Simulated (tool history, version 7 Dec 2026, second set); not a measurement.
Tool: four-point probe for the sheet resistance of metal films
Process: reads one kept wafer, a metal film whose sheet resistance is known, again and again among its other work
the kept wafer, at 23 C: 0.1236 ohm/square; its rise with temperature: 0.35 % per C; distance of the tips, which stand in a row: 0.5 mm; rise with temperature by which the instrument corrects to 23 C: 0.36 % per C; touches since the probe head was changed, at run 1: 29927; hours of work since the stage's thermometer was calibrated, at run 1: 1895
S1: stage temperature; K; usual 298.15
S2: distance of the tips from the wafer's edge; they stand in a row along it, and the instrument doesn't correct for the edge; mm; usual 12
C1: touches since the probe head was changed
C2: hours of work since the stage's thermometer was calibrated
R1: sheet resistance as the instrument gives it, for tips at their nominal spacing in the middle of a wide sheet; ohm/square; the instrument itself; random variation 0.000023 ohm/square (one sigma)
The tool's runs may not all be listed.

run,day,S1,S2,C1,C2,R1
1,0,298.15,12,29927,1895,0.124044
2,0.846,298.15,12,30669,1908,0.12409
3,1.879,298.15,8,31579,1924,0.124206
4,2.933,298.15,8,32507,1940,0.124211
5,3.646,298.15,12,33133,1951,0.124077
6,4.708,298.15,12,34065,1967,0.124088
7,5.171,298.15,12,34472,1974,0.124056
8,6.146,298.15,12,35328,1989,0.124067
9,6.725,298.15,12,35839,1998,0.124085
10,7.438,298.15,4,36464,2009,0.124985
11,8.338,291.15,12,37253,2023,0.124196
12,8.979,298.15,12,37818,2033,0.124074
13,9.938,298.15,25,38660,2047,0.123996
14,10.588,308.15,25,39232,2057,0.123826
15,11.412,298.15,9,39958,2070,0.124136
16,12.388,298.15,12,40812,2085,0.124093
17,13.042,298.15,12,41390,2095,0.124028
18,13.925,298.15,12,42167,2108,0.124049
# day 14.042: stage's thermometer calibrated
19,14.696,298.15,12,42826,10,0.124164
20,15.483,298.15,12,43518,22,0.124111
21,16.075,298.15,12,44037,31,0.124152
22,17.142,298.15,12,44972,47,0.12414
23,17.729,307.15,12,45489,56,0.124037
24,18.325,298.15,12,46013,65,0.124163
25,19.279,298.15,12,46854,80,0.12412
26,20.2,301.15,3,47663,94,0.125842
# day 20.379: stage's thermometer calibrated, once more
27,21.342,301.15,3,48647,15,0.125439
28,21.854,303.15,54,49096,23,0.123579
29,22.829,303.15,14,49955,37,0.123694
30,23.462,298.15,62,50511,47,0.123666
31,24.354,298.15,62,51293,61,0.123635
32,24.812,304.15,24,51696,68,0.123589
33,25.596,304.15,24,52384,80,0.123639
34,26.179,306.15,27,52899,89,0.123577
35,26.817,299.15,12,53460,98,0.123752
36,27.658,299.15,73,54198,111,0.123622
37,28.742,304.15,12,55149,128,0.123683
38,29.696,301.15,63,55990,142,0.12361
39,30.529,302.15,16,56723,155,0.123654
40,31.646,301.15,4,57702,172,0.124638
41,32.404,301.15,4,58369,184,0.124618
42,33.362,301.15,4,59212,198,0.124679
43,34.092,296.15,50,59853,210,0.123674
44,34.583,301.15,71,60287,217,0.123605

5 ways to go on from here, each from the tool as it stands after run 44. What would each give?
A,35.392,293.15,12,60994,229,?
B,35.392,294.15,4,60994,229,?
C,35.392,304.15,4,60994,229,?
D,35.392,305.15,4,60994,229,?
E,35.392,301.15,30,60994,229,?

run,R1
A,0.123807
B,0.124702
C,0.124582
D,0.124557
E,0.12362
Without the tool's hidden state the same runs would have given:
run,R1
A,0.123746
B,0.124641
C,0.12452
D,0.124496
E,0.123558

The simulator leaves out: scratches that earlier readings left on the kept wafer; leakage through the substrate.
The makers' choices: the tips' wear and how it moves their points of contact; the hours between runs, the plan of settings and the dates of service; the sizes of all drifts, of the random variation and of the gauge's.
